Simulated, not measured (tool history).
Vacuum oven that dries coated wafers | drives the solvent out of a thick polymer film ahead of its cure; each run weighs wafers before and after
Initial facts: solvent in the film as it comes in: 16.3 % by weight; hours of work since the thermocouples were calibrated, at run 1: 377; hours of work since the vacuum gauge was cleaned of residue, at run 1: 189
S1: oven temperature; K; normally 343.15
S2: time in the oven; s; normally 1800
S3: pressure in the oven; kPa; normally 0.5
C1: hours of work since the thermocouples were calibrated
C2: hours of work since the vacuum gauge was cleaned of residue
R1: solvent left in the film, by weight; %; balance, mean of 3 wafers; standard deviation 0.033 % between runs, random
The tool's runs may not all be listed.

run   hour      S1    S2     S3   C1   C2    R1
  1      0  343.15  1800    0.5  377  189  2.55
  2   23.6  343.15  1800    0.5  390  202  2.58
  3   40.7  343.15  1800  0.811  400  212  2.66
  4   58.4  343.15  1800  0.811  410  222  2.57
  5     91  343.15  1800  0.305  429  241  2.49
        95  -- oven's thermocouples calibrated
  6  126.8  343.15  1800  0.305   18  260   2.4
  7  153.9  353.15  2100  0.359   34  276  0.21
  8  186.4  353.15  2100  0.359   52  294   0.3
  9  208.1  343.15  1080    0.5   64  307   4.8
 10  243.2  351.15  2220  0.275   84  326  0.34

Across each entry between runs, compare the hidden state at the last listed run before it with the hidden state at the first listed run after it:
Run 5 -> run 6: oven's thermocouples calibrated (hour 95)
  true wafer temperature over the reading, C: 0.43 -> 0.71; true pressure over the reading, kPa: 0.146 -> 0.156
  what was measured, less what the result would be without the hidden state, R1: -0.11 -> -0.19 %
